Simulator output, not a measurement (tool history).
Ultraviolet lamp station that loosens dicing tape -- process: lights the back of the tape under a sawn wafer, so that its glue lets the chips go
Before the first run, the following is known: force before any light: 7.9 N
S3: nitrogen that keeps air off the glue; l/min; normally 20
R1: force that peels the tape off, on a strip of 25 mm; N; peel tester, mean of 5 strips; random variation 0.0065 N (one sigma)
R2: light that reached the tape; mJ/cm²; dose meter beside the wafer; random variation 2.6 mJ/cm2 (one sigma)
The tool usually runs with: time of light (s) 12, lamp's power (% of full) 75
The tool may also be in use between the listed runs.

Run 1, hour 0.0: usual settings. Result: R1 0.218 N, R2 338 mJ/cm².
Run 2, hour 38.2: usual settings. Result: R1 0.205 N, R2 339 mJ/cm².
Run 3, hour 89.9: usual settings but S3 7 l/min. Result: R1 0.490 N, R2 342 mJ/cm².
Run 4, hour 119.1: usual settings but S3 7 l/min. Result: R1 0.486 N, R2 341 mJ/cm².
Run 5, hour 182.5: usual settings. Result: R1 0.208 N, R2 336 mJ/cm².
Run 6, hour 243.3: usual settings. Result: R1 0.211 N, R2 339 mJ/cm².
Run 7, hour 308.0: usual settings. Result: R1 0.215 N, R2 337 mJ/cm².
Run 8, hour 363.7: usual settings. Result: R1 0.211 N, R2 337 mJ/cm².
Run 9, hour 428.9: usual settings. Result: R1 0.199 N, R2 338 mJ/cm².
Run 10, hour 464.8: usual settings but S3 18 l/min. Result: R1 0.220 N, R2 338 mJ/cm².
Run 11, hour 528.2: usual settings. Result: R1 0.206 N, R2 341 mJ/cm².
Run 12, hour 576.9: usual settings but time of light (s) 8, lamp's power (% of full) 65. Result: R1 0.750 N, R2 195 mJ/cm².
Run 13, hour 612.9: usual settings but time of light (s) 19, lamp's power (% of full) 71. Result: R1 0.115 N, R2 502 mJ/cm².
Run 14, hour 650.0: usual settings but time of light (s) 19, lamp's power (% of full) 71, S3 11 l/min. Result: R1 0.138 N, R2 510 mJ/cm².
Run 15, hour 695.6: usual settings but time of light (s) 19, lamp's power (% of full) 71, S3 11 l/min. Result: R1 0.142 N, R2 512 mJ/cm².
Run 16, hour 747.4: usual settings but time of light (s) 19, lamp's power (% of full) 71, S3 11 l/min. Result: R1 0.146 N, R2 504 mJ/cm².
Run 17, hour 790.1: usual settings but time of light (s) 13, lamp's power (% of full) 60, S3 30 l/min. Result: R1 0.219 N, R2 297 mJ/cm².

Estimate the outcome of run 18 from the log above:
At hour 824.6: window cleaned of glue's vapour.
Run 18, hour 845.1: usual settings but time of light (s) 13, lamp's power (% of full) 60, S3 21 l/min. Result: R1 ?, R2 ?.

R1: 0.285 N
R2: 295 mJ/cm²
Minus the tool's unlogged condition, the same run would have read R1 0.283 N, R2 296 mJ/cm².
